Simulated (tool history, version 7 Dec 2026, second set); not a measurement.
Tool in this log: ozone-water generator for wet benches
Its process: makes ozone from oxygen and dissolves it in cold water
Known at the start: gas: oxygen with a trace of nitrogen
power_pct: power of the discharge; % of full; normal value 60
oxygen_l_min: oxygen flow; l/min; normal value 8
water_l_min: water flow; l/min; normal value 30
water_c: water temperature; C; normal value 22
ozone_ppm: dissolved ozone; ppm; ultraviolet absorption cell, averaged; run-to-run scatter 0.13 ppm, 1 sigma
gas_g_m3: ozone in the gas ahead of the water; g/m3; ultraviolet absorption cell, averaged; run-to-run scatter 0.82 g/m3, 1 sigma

run      day  power_pct  oxygen_l_min  water_l_min  water_c  ozone_ppm  gas_g_m3
  1        0         60             8           30       22         13     128.8
  2    2.979         60             8           30       22       12.9     128.8
       9.108  -- water thermometer calibrated
  3    9.133         60             8           30       22       12.7     128.1
  4   13.625         60             8           30       22         13       129
  5   17.492         60             8           30       22       12.8     127.7
  6   23.971         60             8           34       22       11.6     127.7
  7   28.838         60             8           34       22       11.7     128.8
  8    32.55         60             8           34       22       11.6     126.9
  9   35.471         60             8           30       22       12.7     128.5
 10   41.188         60             8           30       22       12.7       127
 11   45.462         60         11.07           30       22       13.3     112.7
 12   50.596         60         11.07           30       22       13.2     113.5
 13   53.562         60         11.07           30       22       13.2     114.3
 14   60.117         60         11.07           30       22       12.8     111.8
 15   63.808         60             8           30       24       12.1     127.1
 16   66.562         60          5.37           30       22       11.9     146.6
 17   69.438         60          7.57           18       22       17.3     129.9
 18   74.988         50          7.57           34       22       10.1     114.6
 19   79.325         60         10.58           30       17         14     114.1
 20   82.683         89          10.5           22       19       21.2     148.2
 21   88.633         89          10.5           22       19       21.3       148
 22   91.512         42          10.5           33       24        9.2      90.5
 23   96.417         42          10.5           33       24        9.3      88.7
 24  100.942         42          10.5           33       24        9.2      89.8
 25  107.475         42          5.21           22       24         11     115.5
 26  113.917         71          5.21           22       20       16.5     164.1
 27  117.992         71          4.56           22       20       16.2     169.3
 28  123.629         79             8           25       22       16.5     147.8
 29  127.079         53         13.53           25       23         13      96.3
     130.433  -- water thermometer calibrated
 30  132.254         75             8           30       17       15.3     144.2
 31  136.742         60          8.19           30       22       12.3     123.6
 32  141.071         44          4.48           39       16        7.4     125.8

Some steps in ozone_ppm between neighbouring runs. How much of each would the tool show without its hidden state too (settings, what came in, random variation), and how much is left for the hidden state, with any gauge scatter that isn't in both results?
Hidden state at play: yield of the discharge, % of new electrodes'; contactor's efficiency, % of a clean one's; true water temperature over the reading, C; drift of the gauge itself on ozone_ppm, %; drift of the gauge itself on gas_g_m3, %.
Run 17 -> 18: power_pct 60 -> 50, water_l_min 18 -> 34. ozone_ppm -7.2 ppm: hidden state +0.4, all else -7.6.
Run 19 -> 20: power_pct 60 -> 89, oxygen_l_min 10.58 -> 10.5, water_l_min 30 -> 22, water_c 17 -> 19. ozone_ppm +7.2 ppm: hidden state -0.7, all else +7.9.
Run 21 -> 22: power_pct 89 -> 42, water_l_min 22 -> 33, water_c 19 -> 24. ozone_ppm -12.1 ppm: hidden state +1.2, all else -13.3.
Run 25 -> 26: power_pct 42 -> 71, water_c 24 -> 20. ozone_ppm +5.5 ppm: hidden state -0.6, all else +6.1.
